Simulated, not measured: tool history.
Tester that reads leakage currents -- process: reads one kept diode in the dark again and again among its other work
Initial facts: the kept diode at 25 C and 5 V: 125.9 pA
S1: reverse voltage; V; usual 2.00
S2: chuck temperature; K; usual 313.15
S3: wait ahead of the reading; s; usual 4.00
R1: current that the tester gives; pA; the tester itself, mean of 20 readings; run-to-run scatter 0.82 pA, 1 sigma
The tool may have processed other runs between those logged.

| run | hour | S1 | S2 | S3 | R1 |
|---|---|---|---|---|---|
| 1 | 0.0 | 2.00 | 313.15 | 4.00 | 272.73 |
|  | 254.6 | chuck's temperature calibrated |
| 2 | 259.9 | 2.00 | 313.15 | 0.32 | 272.88 |
| 3 | 483.3 | 2.00 | 313.15 | 0.32 | 273.30 |
|  | 528.7 | probe card cleaned and baked |
| 4 | 708.0 | 2.00 | 313.15 | 0.58 | 273.11 |
| 5 | 968.4 | 2.00 | 318.15 | 4.00 | 399.33 |
| 6 | 1202.5 | 2.00 | 313.15 | 8.37 | 272.94 |
| 7 | 1420.2 | 2.00 | 313.15 | 4.00 | 273.37 |
| 8 | 1539.7 | 2.00 | 313.15 | 0.70 | 273.20 |
|  | 1753.7 | chuck's temperature calibrated |
| 9 | 1754.7 | 1.60 | 313.15 | 4.00 | 243.02 |
| 10 | 1997.9 | 1.60 | 313.15 | 4.00 | 244.89 |
| 11 | 2156.3 | 1.60 | 313.15 | 4.00 | 244.69 |
| 12 | 2421.1 | 3.80 | 313.15 | 4.00 | 375.31 |
| 13 | 2687.8 | 3.80 | 313.15 | 4.00 | 374.58 |
|  | 2810.2 | probe card cleaned and baked |
| 14 | 2839.8 | 3.80 | 313.15 | 4.00 | 374.13 |
| 15 | 3053.9 | 3.80 | 313.15 | 4.00 | 373.94 |
| 16 | 3210.6 | 2.00 | 313.15 | 4.00 | 273.06 |
|  | 3246.0 | chuck's temperature calibrated |
| 17 | 3370.2 | 2.00 | 313.15 | 4.00 | 272.66 |
| 18 | 3569.8 | 2.00 | 313.15 | 4.00 | 274.30 |
| 19 | 3712.3 | 2.00 | 313.15 | 4.00 | 273.74 |
| 20 | 3853.4 | 2.00 | 313.15 | 4.00 | 272.46 |
| 21 | 4027.4 | 2.00 | 313.15 | 4.00 | 273.80 |
| 22 | 4195.4 | 2.00 | 313.15 | 4.00 | 272.76 |
| 23 | 4417.8 | 2.00 | 322.15 | 4.00 | 541.39 |
| 24 | 4642.0 | 3.69 | 299.15 | 1.71 | 118.59 |
|  | 4726.8 | chuck's temperature calibrated |
|  | 4846.1 | tester calibrated |
| 25 | 4846.1 | 2.44 | 313.15 | 4.00 | 301.01 |
| 26 | 5020.4 | 8.14 | 301.15 | 4.00 | 207.12 |
|  | 5095.7 | probe card cleaned and baked |
| 27 | 5192.1 | 1.65 | 299.15 | 1.33 | 79.31 |
| 28 | 5336.2 | 15.86 | 313.15 | 4.25 | 758.41 |
| 29 | 5539.5 | 15.86 | 294.15 | 4.25 | 157.03 |
| 30 | 5658.8 | 3.49 | 294.15 | 4.25 | 74.60 |
| 31 | 5845.1 | 3.49 | 294.15 | 4.25 | 74.58 |
| 32 | 5977.2 | 2.01 | 313.15 | 1.20 | 273.23 |
|  | 6208.9 | chuck's temperature calibrated |
| 33 | 6213.4 | 4.43 | 311.15 | 1.20 | 344.52 |
| 34 | 6415.1 | 4.43 | 311.15 | 1.20 | 345.04 |
| 35 | 6564.3 | 4.43 | 311.15 | 1.20 | 346.73 |
| 36 | 6741.1 | 2.05 | 297.15 | 0.78 | 74.83 |
| 37 | 6897.9 | 2.05 | 297.15 | 0.78 | 74.65 |
| 38 | 7075.3 | 2.05 | 297.15 | 0.78 | 74.29 |
| 39 | 7215.5 | 5.37 | 312.15 | 0.98 | 410.07 |
| 40 | 7340.8 | 7.68 | 314.15 | 0.98 | 577.46 |

What if the next run were any one of these 3? Each begins from the tool's condition after run 40:
|  | 7380.3 | probe card cleaned and baked |
| A | 7555.0 | 2.00 | 325.15 | 0.36 | ? |
|  | 7380.3 | probe card cleaned and baked |
| B | 7555.0 | 5.26 | 324.15 | 0.90 | ? |
|  | 7380.3 | probe card cleaned and baked |
| C | 7555.0 | 7.68 | 321.15 | 1.80 | ? |

| run | R1 |
|---|---|
| A | 667.77 |
| B | 1006.55 |
| C | 975.70 |
Had the tool no hidden state, the same runs would have come out as:
| run | R1 |
|---|---|
| A | 666.62 |
| B | 1004.81 |
| C | 973.98 |
